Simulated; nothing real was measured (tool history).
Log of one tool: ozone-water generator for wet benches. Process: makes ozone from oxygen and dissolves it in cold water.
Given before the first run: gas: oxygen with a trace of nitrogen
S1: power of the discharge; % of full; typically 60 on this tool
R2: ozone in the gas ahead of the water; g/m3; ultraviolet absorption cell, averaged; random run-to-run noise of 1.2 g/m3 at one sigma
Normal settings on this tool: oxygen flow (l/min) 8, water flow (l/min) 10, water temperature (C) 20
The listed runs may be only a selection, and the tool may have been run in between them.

Run 1, hour 0: usual settings. Result: dissolved ozone (ppm) 39.4, R2 210.5 g/m3.
Run 2, hour 62.8: usual settings. Result: dissolved ozone (ppm) 38.9, R2 211.3 g/m3.
Run 3, hour 162.4: usual settings. Result: dissolved ozone (ppm) 39.2, R2 211.5 g/m3.
Run 4, hour 249.8: usual settings. Result: dissolved ozone (ppm) 39.4, R2 211.5 g/m3.
Run 5, hour 314.4: usual settings but oxygen flow (l/min) 4.09. Result: dissolved ozone (ppm) 46.9, R2 323.3 g/m3.
Run 6, hour 403.8: usual settings but oxygen flow (l/min) 4.09. Result: dissolved ozone (ppm) 47, R2 323 g/m3.
Run 7, hour 462.9: usual settings but oxygen flow (l/min) 4.09. Result: dissolved ozone (ppm) 47, R2 323.7 g/m3.
Run 8, hour 517.8: usual settings but oxygen flow (l/min) 4.09. Result: dissolved ozone (ppm) 47, R2 325.1 g/m3.
Run 9, hour 583.5: usual settings but oxygen flow (l/min) 4.09. Result: dissolved ozone (ppm) 47.9, R2 323.4 g/m3.
Run 10, hour 648.6: usual settings but oxygen flow (l/min) 9.49. Result: dissolved ozone (ppm) 36.9, R2 192.8 g/m3.
Run 11, hour 745.8: usual settings but oxygen flow (l/min) 9.49. Result: dissolved ozone (ppm) 36.7, R2 192.1 g/m3.
Run 12, hour 832.3: usual settings. Result: dissolved ozone (ppm) 39.6, R2 215.2 g/m3.
Run 13, hour 928: usual settings. Result: dissolved ozone (ppm) 39.1, R2 214 g/m3.
Run 14, hour 1006.9: usual settings but oxygen flow (l/min) 13.92, water flow (l/min) 6, water temperature (C) 23. Result: dissolved ozone (ppm) 34.4, R2 151.7 g/m3.
Run 15, hour 1093.1: usual settings but water flow (l/min) 15. Result: dissolved ozone (ppm) 30.7, R2 214 g/m3.
At hour 1125.7: contactor cleaned.
Run 16, hour 1139.6: usual settings but water flow (l/min) 15. Result: dissolved ozone (ppm) 30.4, R2 215.8 g/m3.
Run 17, hour 1216.3: usual settings but S1 57 % of full, oxygen flow (l/min) 10.13, water flow (l/min) 6, water temperature (C) 19. Result: dissolved ozone (ppm) 43.4, R2 179.3 g/m3.
Run 18, hour 1316.2: usual settings but S1 74 % of full, oxygen flow (l/min) 10.13, water flow (l/min) 6, water temperature (C) 23. Result: dissolved ozone (ppm) 45.5, R2 211 g/m3.
Run 19, hour 1407.2: usual settings but S1 69 % of full, oxygen flow (l/min) 4.08, water temperature (C) 13. Result: dissolved ozone (ppm) 58.5, R2 356.7 g/m3.
Run 20, hour 1497.7: usual settings but S1 99 % of full, oxygen flow (l/min) 4.08, water flow (l/min) 13, water temperature (C) 14. Result: dissolved ozone (ppm) 57.6, R2 445.2 g/m3.
Run 21, hour 1538.7: usual settings but S1 47 % of full, oxygen flow (l/min) 9.42, water flow (l/min) 8, water temperature (C) 23. Result: dissolved ozone (ppm) 32.7, R2 168.6 g/m3.
Run 22, hour 1609.3: usual settings but S1 47 % of full, oxygen flow (l/min) 9.42, water flow (l/min) 8, water temperature (C) 23. Result: dissolved ozone (ppm) 33.1, R2 168.3 g/m3.
Run 23, hour 1687.6: usual settings but S1 47 % of full, oxygen flow (l/min) 9.42, water flow (l/min) 8, water temperature (C) 23. Result: dissolved ozone (ppm) 32.7, R2 170.2 g/m3.
Run 24, hour 1756.9: usual settings but S1 47 % of full, oxygen flow (l/min) 6.39, water flow (l/min) 9, water temperature (C) 23. Result: dissolved ozone (ppm) 35.9, R2 215 g/m3.
Run 25, hour 1815.5: usual settings but S1 90 % of full. Result: dissolved ozone (ppm) 49.7, R2 275.7 g/m3.
Run 26, hour 1878.9: usual settings but S1 80 % of full, water flow (l/min) 8, water temperature (C) 16. Result: dissolved ozone (ppm) 56.9, R2 257.4 g/m3.

Below are 4 alternative next runs, each starting from the tool's condition after run 26. Predict each:
Run A, hour 1979.7: usual settings but S1 41 % of full, oxygen flow (l/min) 8.7, water flow (l/min) 8, water temperature (C) 15. Result: dissolved ozone (ppm) ?, R2 ?.
Run B, hour 1979.7: usual settings but S1 42 % of full, oxygen flow (l/min) 4.14, water flow (l/min) 13. Result: dissolved ozone (ppm) ?, R2 ?.
Run C, hour 1979.7: usual settings but oxygen flow (l/min) 10.76. Result: dissolved ozone (ppm) ?, R2 ?.
Run D, hour 1979.7: usual settings but S1 79 % of full, water flow (l/min) 11, water temperature (C) 15. Result: dissolved ozone (ppm) ?, R2 ?.

run  dissolved ozone (ppm)     R2
  A                   37.9  164.5
  B                   31.4  265.1
  C                   34.9  180.9
  D                   48.7  252.4
Without the tool's hidden state the same runs would have given:
run  dissolved ozone (ppm)     R2
  A                     38  160.2
  B                   31.5  258.1
  C                     35  176.2
  D                   48.8  245.9
